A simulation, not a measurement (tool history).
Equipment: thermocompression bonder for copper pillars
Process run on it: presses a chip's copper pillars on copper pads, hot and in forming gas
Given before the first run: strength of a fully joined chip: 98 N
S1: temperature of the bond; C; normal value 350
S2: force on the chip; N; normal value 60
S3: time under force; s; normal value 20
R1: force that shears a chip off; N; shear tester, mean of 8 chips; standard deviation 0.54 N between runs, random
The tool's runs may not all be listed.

run,hour,S1,S2,S3,R1
1,0.0,350,60,20,35.9
2,6.4,350,60,20,35.8
3,15.8,350,60,20,36.7
4,24.9,350,60,49,50.7
5,33.1,350,89,49,64.3
6,40.6,350,89,49,64.9
7,46.7,350,39,20,26.1
8,54.9,350,39,20,25.9
9,59.4,350,36,20,24.0
10,69.4,350,36,20,24.4
11,74.0,350,60,37,44.7
12,79.9,350,77,20,44.6
13,85.6,350,77,20,44.2
14,95.8,350,77,20,43.7
15,102.5,350,84,20,45.7
16,110.2,350,60,37,45.6
17,116.3,350,60,37,45.1
18,123.5,350,60,37,45.8
19,128.0,350,60,37,44.5
20,133.6,350,60,37,45.2
21,143.8,338,82,30,48.5
22,149.3,346,38,20,23.4
23,155.8,346,38,20,23.3
24,162.9,335,69,21,34.8
25,172.2,345,69,20,38.3
26,178.2,324,60,20,28.1
27,186.2,324,60,20,28.8
28,196.2,324,60,20,27.7
29,203.8,324,60,20,27.6
30,209.8,359,60,40,49.2
31,213.9,350,64,20,36.8
32,220.8,345,60,53,50.1
33,231.0,345,60,53,48.9
# hour 232.3: forming gas filter changed
34,238.4,345,60,53,50.7
35,243.0,350,60,38,45.9
# hour 251.0: heater calibrated with a thermocouple chip
36,255.2,350,60,38,50.3
37,261.7,350,60,38,51.1
38,268.5,350,60,38,51.4
39,276.3,353,60,20,41.2
40,286.0,350,60,31,47.0

Alternative continuations, all from the tool just after run 40; predict every row:
A,296.0,343,75,31,?
B,296.0,322,60,31,?
C,296.0,357,60,20,?

run,R1
A,52.3
B,37.5
C,43.3
Take away the tool's hidden state, keep each run's random variation, and the runs would have read:
run,R1
A,53.0
B,38.0
C,43.8

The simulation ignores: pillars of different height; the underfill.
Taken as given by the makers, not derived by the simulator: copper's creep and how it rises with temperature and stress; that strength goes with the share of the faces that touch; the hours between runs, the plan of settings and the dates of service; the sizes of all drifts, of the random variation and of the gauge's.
